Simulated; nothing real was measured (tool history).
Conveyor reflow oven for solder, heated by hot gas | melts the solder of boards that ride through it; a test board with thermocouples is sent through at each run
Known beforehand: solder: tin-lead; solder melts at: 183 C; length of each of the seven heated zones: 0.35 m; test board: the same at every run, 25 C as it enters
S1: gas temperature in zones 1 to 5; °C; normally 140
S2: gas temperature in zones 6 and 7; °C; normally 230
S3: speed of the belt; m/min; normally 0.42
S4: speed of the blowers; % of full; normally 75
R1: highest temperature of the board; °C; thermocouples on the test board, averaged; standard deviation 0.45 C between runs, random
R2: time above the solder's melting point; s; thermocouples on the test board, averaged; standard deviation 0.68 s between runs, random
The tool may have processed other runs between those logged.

run,hour,S1,S2,S3,S4,R1,R2
1,0,140,230,0.42,75,214.5,74.8
2,52.2,140,230,0.42,72,213.8,72.5
3,99.7,140,230,0.42,75,214.7,73.6
# hour 125: belt drive overhauled, speed set with a stopwatch
4,151.6,140,230,0.42,75,213.3,72.1
5,188.3,140,230,0.42,75,213.4,70.9
# hour 196.7: flux residue cleaned out of gas plates and filters
6,241.4,140,230,0.42,75,215.2,76.3
7,270.2,140,230,0.42,75,215.9,76.2
8,312.9,140,230,0.42,75,215,74.6
9,351.9,140,230,0.42,75,215.5,74.2
10,393.3,130,230,0.42,75,213.5,68.5
11,454,140,230,0.42,75,215,74.4
12,509.5,140,230,0.42,75,214,73.5
13,540.6,140,230,0.42,75,213.9,73
14,596.9,140,230,0.488,75,209,56.3
15,641.2,140,244,0.474,75,221.4,70.5
16,683.2,127,220,0.499,65,194.4,26.7
17,723.6,127,220,0.499,65,194.8,27.8
18,762.7,140,234,0.482,51,205.2,49.7
19,809.3,153,237,0.477,68,216.7,71
# hour 855.4: flux residue cleaned out of gas plates and filters
20,874.4,140,223,0.42,77,209.9,70.1
21,936.5,140,230,0.365,72,217.2,92.5
22,969.1,140,221,0.378,75,209.5,78.7
23,1025.3,140,229,0.456,75,211.5,64.8
# hour 1060.5: thermocouples of zones 6 and 7 changed
24,1080.5,140,229,0.456,75,212.8,66.3
25,1123.7,140,230,0.388,75,218.2,85.5
26,1162.1,137,236,0.42,75,219.6,78.6
27,1202.6,151,238,0.357,68,226.8,107.5
28,1237.9,151,238,0.357,68,226.6,106.8

Consider 5 possible next runs. They are alternatives, not a sequence: every one starts from the tool as it was left by run 28. What does each give?
A,1290,141,238,0.357,68,?,?
B,1290,144,227,0.42,75,?,?
C,1290,129,230,0.42,75,?,?
D,1290,140,232,0.419,75,?,?
E,1290,140,219,0.42,75,?,?

run,R1,R2
A,224.8,101.1
B,212,75
C,213.4,67.5
D,216.9,77.1
E,205.7,61.8
Stripped of hidden state, with their random variation kept, the same runs would have yielded:
run,R1,R2
A,226.6,101.2
B,213.8,76.3
C,215.6,69.4
D,218.9,78.3
E,207.6,64.1
